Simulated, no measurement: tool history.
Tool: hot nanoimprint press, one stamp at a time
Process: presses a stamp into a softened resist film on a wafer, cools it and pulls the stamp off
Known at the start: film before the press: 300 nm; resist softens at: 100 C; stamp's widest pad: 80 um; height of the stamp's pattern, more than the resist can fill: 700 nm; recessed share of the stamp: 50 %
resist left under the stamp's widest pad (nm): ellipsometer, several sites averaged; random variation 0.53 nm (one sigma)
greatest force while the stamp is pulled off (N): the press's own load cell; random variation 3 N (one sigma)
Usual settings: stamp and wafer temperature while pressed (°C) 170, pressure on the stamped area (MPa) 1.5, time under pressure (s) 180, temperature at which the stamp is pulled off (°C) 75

run	hour	stamp and wafer temperature while pressed (°C)	pressure on the stamped area (MPa)	time under pressure (s)	temperature at which the stamp is pulled off (°C)	resist left under the stamp's widest pad (nm)	greatest force while the stamp is pulled off (N)
1	0	170	1.5	180	75	174.8	228
2	14	170	1.5	180	75	174.6	230
3	26.9	170	1.5	180	75	175.7	228
4	33.6	170	1.5	180	75	174.8	235
5	46.2	170	1.5	180	75	175.7	230
6	61.5	170	1.5	180	75	175.6	225
7	74.4	170	1.5	180	75	175.7	229
8	81.9	170	1.5	180	75	176.5	224
9	95.5	170	1.5	180	75	176.4	229
10	104.3	170	1.5	180	75	176.8	231
11	114.9	170	1.5	180	70	176.4	235
12	127.4	170	1.5	180	70	176.4	239
13	142	170	1.5	180	70	176.9	236
14	154	170	1.11	180	75	200.9	231
15	167	170	1.11	180	75	200.6	226
16	181.2	170	1.5	180	78	177.9	222
# hour 192.4: stamp cleaned and given a new release coat
17	201	170	1.08	180	62	203.6	250
18	209.6	178	1.51	111	60	167.3	251
19	222.9	178	1.51	111	60	167.1	257
20	231	177	1.11	189	76	167.6	228
21	237.9	170	1.57	180	75	174.3	228
22	249.2	161	1.93	261	75	185.4	227
23	258.6	170	1.5	138	75	193.7	230
24	273	179	2.06	120	82	137	211
25	282	165	0.93	145	75	248.7	228
26	294.5	165	0.93	145	75	248.7	228
27	303	165	0.93	145	75	248	229
28	313.8	165	0.93	145	75	250.4	231

Forecast each of these 5 alternatives for the next run:
A	323.6	165	0.93	104	62	?	?
B	323.6	171	1.5	161	67	?	?
C	323.6	172	1.43	145	60	?	?
D	323.6	170	1.39	302	62	?	?
E	323.6	166	1.18	180	77	?	?

run	resist left under the stamp's widest pad (nm)	greatest force while the stamp is pulled off (N)
A	261	251
B	181.3	243
C	187.2	252
D	158.6	254
E	217.7	222
Without the tool's hidden state the same runs would have given:
run	resist left under the stamp's widest pad (nm)	greatest force while the stamp is pulled off (N)
A	253.4	250
B	175.8	242
C	181.6	251
D	153.8	253
E	211.2	221
